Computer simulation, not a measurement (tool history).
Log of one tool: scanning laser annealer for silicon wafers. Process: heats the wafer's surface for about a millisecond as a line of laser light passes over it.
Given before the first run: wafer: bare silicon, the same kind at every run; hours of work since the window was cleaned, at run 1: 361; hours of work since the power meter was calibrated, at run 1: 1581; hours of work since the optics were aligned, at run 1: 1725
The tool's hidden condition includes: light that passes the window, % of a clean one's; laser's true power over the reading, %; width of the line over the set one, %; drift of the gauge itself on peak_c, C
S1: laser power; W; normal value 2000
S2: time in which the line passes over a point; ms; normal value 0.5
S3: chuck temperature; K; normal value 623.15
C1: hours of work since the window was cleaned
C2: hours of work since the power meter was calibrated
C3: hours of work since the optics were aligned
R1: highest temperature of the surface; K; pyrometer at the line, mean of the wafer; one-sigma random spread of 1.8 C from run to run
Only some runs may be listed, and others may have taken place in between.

Run 1, hour 0: usual settings; C1 361; C2 1581; C3 1725. Result: R1 1323.15 K.
At hour 49.7: optics aligned, line set to its width.
Run 2, hour 62.5: usual settings but S2 0.527 ms; C1 406; C2 1626; C3 10. Result: R1 1346.15 K.
Run 3, hour 123.6: usual settings; C1 454; C2 1674; C3 58. Result: R1 1324.15 K.
At hour 147.6: window over the wafer cleaned.
Run 4, hour 173.8: usual settings; C1 21; C2 1712; C3 96. Result: R1 1326.15 K.
Run 5, hour 234.1: usual settings; C1 68; C2 1759; C3 143. Result: R1 1326.15 K.
Run 6, hour 288.2: usual settings but S1 1869 W; C1 110; C2 1802; C3 186. Result: R1 1283.15 K.
Run 7, hour 339.5: usual settings; C1 151; C2 1842; C3 226. Result: R1 1326.15 K.
Run 8, hour 376: usual settings; C1 179; C2 1871; C3 255. Result: R1 1324.15 K.
Run 9, hour 412.6: usual settings but S3 658.15 K; C1 208; C2 1899; C3 283. Result: R1 1360.15 K.
Run 10, hour 466.8: usual settings but S3 658.15 K; C1 251; C2 1942; C3 326. Result: R1 1362.15 K.
Run 11, hour 503.8: usual settings but S3 652.15 K; C1 280; C2 1971; C3 355. Result: R1 1356.15 K.
Run 12, hour 536.5: usual settings but S3 652.15 K; C1 305; C2 1997; C3 381. Result: R1 1352.15 K.
Run 13, hour 570.1: usual settings but S3 652.15 K; C1 332; C2 2023; C3 407. Result: R1 1356.15 K.
Run 14, hour 615.3: usual settings; C1 367; C2 2059; C3 443. Result: R1 1325.15 K.
Run 15, hour 655.7: usual settings; C1 399; C2 2090; C3 474. Result: R1 1324.15 K.
Run 16, hour 706: usual settings but S2 0.392 ms; C1 438; C2 2130; C3 514. Result: R1 1240.15 K.
At hour 751.5: window over the wafer cleaned.
Run 17, hour 769: usual settings but S2 0.392 ms; C1 14; C2 2178; C3 562. Result: R1 1239.15 K.
Run 18, hour 798.4: usual settings but S2 0.413 ms, S3 610.15 K; C1 37; C2 2201; C3 585. Result: R1 1247.15 K.
Run 19, hour 846.9: usual settings but S2 0.413 ms, S3 610.15 K; C1 75; C2 2239; C3 623. Result: R1 1246.15 K.
Run 20, hour 913.9: usual settings but S1 2170 W, S2 0.385 ms, S3 583.15 K; C1 128; C2 2292; C3 676. Result: R1 1239.15 K.
Run 21, hour 967.5: usual settings but S1 2170 W, S2 0.385 ms, S3 583.15 K; C1 170; C2 2334; C3 718. Result: R1 1240.15 K.
Run 22, hour 1002.2: usual settings but S1 1979 W, S2 0.567 ms, S3 654.15 K; C1 197; C2 2361; C3 745. Result: R1 1398.15 K.
Run 23, hour 1057.2: usual settings but S3 640.15 K; C1 240; C2 2404; C3 788. Result: R1 1345.15 K.
Run 24, hour 1105.9: usual settings but S3 640.15 K; C1 278; C2 2442; C3 826. Result: R1 1341.15 K.
Run 25, hour 1172.2: usual settings but S1 1921 W, S2 0.373 ms, S3 599.15 K; C1 330; C2 2494; C3 878. Result: R1 1174.15 K.
Run 26, hour 1225.7: usual settings but S1 1978 W, S2 0.411 ms, S3 624.15 K; C1 372; C2 2537; C3 920. Result: R1 1248.15 K.
Run 27, hour 1256.6: usual settings but S1 1727 W, S2 0.386 ms, S3 612.15 K; C1 397; C2 2561; C3 945. Result: R1 1145.15 K.
Run 28, hour 1316.3: usual settings but S1 1855 W, S2 0.395 ms, S3 637.15 K; C1 444; C2 2608; C3 992. Result: R1 1214.15 K.
At hour 1354.8: window over the wafer cleaned.
Run 29, hour 1377.9: usual settings but S1 1917 W, S3 660.15 K; C1 18; C2 2654; C3 1038. Result: R1 1332.15 K.
Run 30, hour 1422.2: usual settings but S3 621.15 K; C1 53; C2 2689; C3 1073. Result: R1 1328.15 K.
Run 31, hour 1476: usual settings but S1 1966 W, S2 0.451 ms; C1 95; C2 2732; C3 1115. Result: R1 1275.15 K.
Run 32, hour 1513.9: usual settings but S1 1966 W, S2 0.451 ms; C1 125; C2 2761; C3 1145. Result: R1 1276.15 K.

Alternative continuations, all from the tool just after run 32; predict every row:
Run A, hour 1573.8: usual settings but S3 626.15 K; C1 172; C2 2808; C3 1192. Result: R1 ?.
Run B, hour 1573.8: usual settings but S1 1892 W, S2 0.541 ms, S3 649.15 K; C1 172; C2 2808; C3 1192. Result: R1 ?.
Run C, hour 1573.8: usual settings but S1 2002 W, S2 0.414 ms; C1 172; C2 2808; C3 1192. Result: R1 ?.

run       R1
  A  1326.15
  B  1345.15
  C  1256.15
Stripped of hidden state, with their random variation kept, the same runs would have yielded:
run       R1
  A  1327.15
  B  1345.15
  C  1256.15
